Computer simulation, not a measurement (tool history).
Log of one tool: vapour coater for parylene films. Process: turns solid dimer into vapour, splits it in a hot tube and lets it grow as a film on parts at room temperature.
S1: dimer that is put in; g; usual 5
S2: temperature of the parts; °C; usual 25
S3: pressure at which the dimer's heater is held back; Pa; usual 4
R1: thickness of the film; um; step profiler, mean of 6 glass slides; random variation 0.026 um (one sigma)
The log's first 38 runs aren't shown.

run,hour,S1,S2,S3,R1
39,1058.7,2,23,8.3,1.59
40,1083.4,2,23,8.3,1.57
41,1100.2,5,32,4,3.41
42,1131,3,34,8.05,1.79
43,1162,3,34,8.05,1.77
44,1199.7,5,29,4,3.59
45,1233.3,5,25,5.72,3.85
# hour 1242: table's thermometer calibrated
46,1265.4,5,25,7.79,3.75
47,1297.6,7,27,8.03,5.01

Forecast each of these 3 alternatives for the next run:
A,1331.9,2,23,3.99,?
B,1331.9,5,29,2.64,?
C,1331.9,7,27,8.03,?

run,R1
A,1.69
B,3.8
C,4.96
Without the tool's hidden state the same runs would have given:
run,R1
A,1.8
B,4.05
C,5.29

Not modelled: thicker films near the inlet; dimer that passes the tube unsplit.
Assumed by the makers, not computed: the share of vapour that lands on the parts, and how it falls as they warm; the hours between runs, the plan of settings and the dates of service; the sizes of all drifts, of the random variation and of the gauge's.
